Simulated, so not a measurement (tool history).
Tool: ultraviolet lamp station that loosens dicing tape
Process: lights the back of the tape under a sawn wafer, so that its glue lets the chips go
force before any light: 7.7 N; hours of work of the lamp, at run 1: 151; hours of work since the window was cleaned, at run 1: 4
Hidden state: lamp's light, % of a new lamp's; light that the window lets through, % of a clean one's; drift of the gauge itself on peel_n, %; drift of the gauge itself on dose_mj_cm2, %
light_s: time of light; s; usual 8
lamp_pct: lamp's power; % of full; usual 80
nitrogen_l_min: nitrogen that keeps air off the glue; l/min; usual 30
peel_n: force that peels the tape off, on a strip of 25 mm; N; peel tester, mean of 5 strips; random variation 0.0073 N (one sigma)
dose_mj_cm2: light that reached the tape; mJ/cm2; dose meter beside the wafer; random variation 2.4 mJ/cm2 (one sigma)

run	hour	light_s	lamp_pct	nitrogen_l_min	hours of work of the lamp	hours of work since the window was cleaned	peel_n	dose_mj_cm2
1	0.0	8	80	30	151	4	0.303	268
2	11.8	8	80	30	160	13	0.299	263
3	24.6	8	80	30	170	22	0.319	262
4	33.7	8	80	30	176	29	0.315	260
5	45.0	8	80	58	185	38	0.171	257
6	62.0	10	80	30	198	50	0.192	320
7	72.4	8	95	30	205	58	0.226	301
8	89.2	7	80	30	218	71	0.506	220
9	104.7	7	80	30	230	82	0.507	215
10	114.8	8	80	30	237	90	0.372	251
11	123.1	8	80	30	243	96	0.367	242
12	131.5	8	80	30	250	102	0.383	246
13	139.9	8	80	30	256	109	0.393	241
14	148.5	8	80	24	262	115	0.517	240
15	157.2	8	80	24	269	122	0.512	238
16	172.8	8	80	24	281	133	0.517	240
17	181.5	8	80	30	287	140	0.437	238
18	192.9	8	80	30	296	148	0.425	239
19	204.2	8	80	30	304	157	0.448	231
20	213.8	6	80	30	311	164	0.858	176
21	226.3	6	80	30	321	173	0.867	175
22	237.4	8	80	18	329	182	0.760	228
23	251.8	5	69	30	340	193	1.655	120
24	262.0	8	65	30	347	200	0.752	187
25	271.6	10	64	47	355	207	0.316	225
26	289.8	10	64	47	368	221	0.332	220
27	308.2	7	72	18	382	235	1.316	173
28	325.9	7	72	18	395	248	1.353	168
29	340.2	7	78	18	406	259	1.158	182
30	353.9	11	68	55	416	269	0.209	243
31	362.1	11	68	55	422	275	0.214	243
32	375.1	14	73	54	432	285	0.106	331
33	392.5	10	73	54	445	298	0.245	237
34	402.6	8	94	11	453	305	1.078	236
35	416.3	8	94	11	463	316	1.101	238
36	433.1	13	80	18	475	328	0.326	323
37	447.2	14	76	9	486	339	0.654	326
38	462.4	14	76	9	497	350	0.690	327
39	478.0	14	76	9	509	362	0.680	321
40	486.5	14	68	12	515	368	0.686	286
41	503.8	8	80	18	528	381	1.129	189
# hour 511.1: window cleaned of glue's vapour
42	512.6	8	80	18	535	1	0.790	228
43	526.6	8	80	18	545	12	0.794	223
44	542.8	8	81	30	557	24	0.459	223

Forecast each of these 3 alternatives for the next run:
A	559.1	10	81	30	569	36	?	?
B	559.1	8	84	20	569	36	?	?
C	559.1	12	81	13	569	36	?	?

run	peel_n	dose_mj_cm2
A	0.280	275
B	0.657	229
C	0.438	332
Without the tool's hidden state the same runs would have given:
run	peel_n	dose_mj_cm2
A	0.144	353
B	0.354	294
C	0.223	426

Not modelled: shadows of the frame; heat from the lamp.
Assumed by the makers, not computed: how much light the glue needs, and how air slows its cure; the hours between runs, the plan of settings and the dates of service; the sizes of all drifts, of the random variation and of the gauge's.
